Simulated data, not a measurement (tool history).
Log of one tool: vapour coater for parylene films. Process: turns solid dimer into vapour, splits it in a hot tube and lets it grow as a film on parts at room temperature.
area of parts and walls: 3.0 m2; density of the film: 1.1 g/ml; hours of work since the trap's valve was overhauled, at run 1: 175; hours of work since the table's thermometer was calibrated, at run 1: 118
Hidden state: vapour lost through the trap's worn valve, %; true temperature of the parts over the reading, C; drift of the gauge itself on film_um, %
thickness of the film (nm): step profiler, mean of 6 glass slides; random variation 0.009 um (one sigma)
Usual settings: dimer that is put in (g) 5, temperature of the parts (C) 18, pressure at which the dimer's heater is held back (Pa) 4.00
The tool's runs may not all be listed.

run	hour	dimer that is put in (g)	temperature of the parts (C)	pressure at which the dimer's heater is held back (Pa)	hours of work since the trap's valve was overhauled	hours of work since the table's thermometer was calibrated	thickness of the film (nm)
1	0.0	5	18	4.00	175	118	711
2	21.3	5	18	4.00	185	128	737
3	33.9	5	18	4.00	191	134	724
4	55.7	5	18	4.00	202	145	726
5	68.6	5	18	4.00	208	151	731
6	89.8	5	18	4.00	218	161	705
7	107.3	5	18	4.00	227	170	726
8	128.4	5	18	4.00	237	180	705
9	141.8	5	18	4.00	243	186	724
10	164.9	5	18	4.00	255	197	701
11	189.3	5	18	4.00	266	209	688
# hour 216.4: trap's valve overhauled
12	216.4	5	18	4.00	0	220	661
13	234.1	5	18	2.54	9	229	719
14	250.0	5	15	4.00	16	237	726
15	277.6	5	15	4.00	29	250	728
16	298.0	5	15	4.00	39	260	715
17	320.8	5	15	4.00	50	271	716
18	343.4	5	15	4.00	61	281	699
# hour 359.9: trap's valve overhauled, once more
19	373.9	5	15	4.00	7	294	852
20	390.0	5	10	2.60	14	302	1079
21	405.9	6	13	4.00	22	310	1074
22	427.9	6	13	4.00	33	320	1082
23	452.6	6	13	4.00	45	332	1072
24	476.3	5	14	2.05	56	343	987
25	497.4	5	14	2.05	66	354	979
26	517.4	2	18	4.89	76	363	289
27	541.5	2	18	4.89	87	375	285
28	556.0	3	21	3.68	94	382	430
29	567.8	6	23	7.96	100	388	641
30	590.0	4	10	3.68	111	398	791
31	601.6	5	15	5.69	116	404	756
32	613.4	5	15	5.69	122	409	773
33	632.9	5	15	5.69	131	419	754
34	652.7	3	12	4.00	141	428	529

Forecast each of these 5 alternatives for the next run:
A	668.2	5	19	11.98	148	436	?
B	668.2	5	24	2.86	148	436	?
C	668.2	3	21	4.00	148	436	?
D	668.2	5	21	3.30	148	436	?
E	668.2	2	13	5.23	148	436	?

run	thickness of the film (nm)
A	559
B	671
C	397
D	690
E	326
Without the tool's hidden state the same runs would have given:
run	thickness of the film (nm)
A	591
B	709
C	420
D	730
E	345
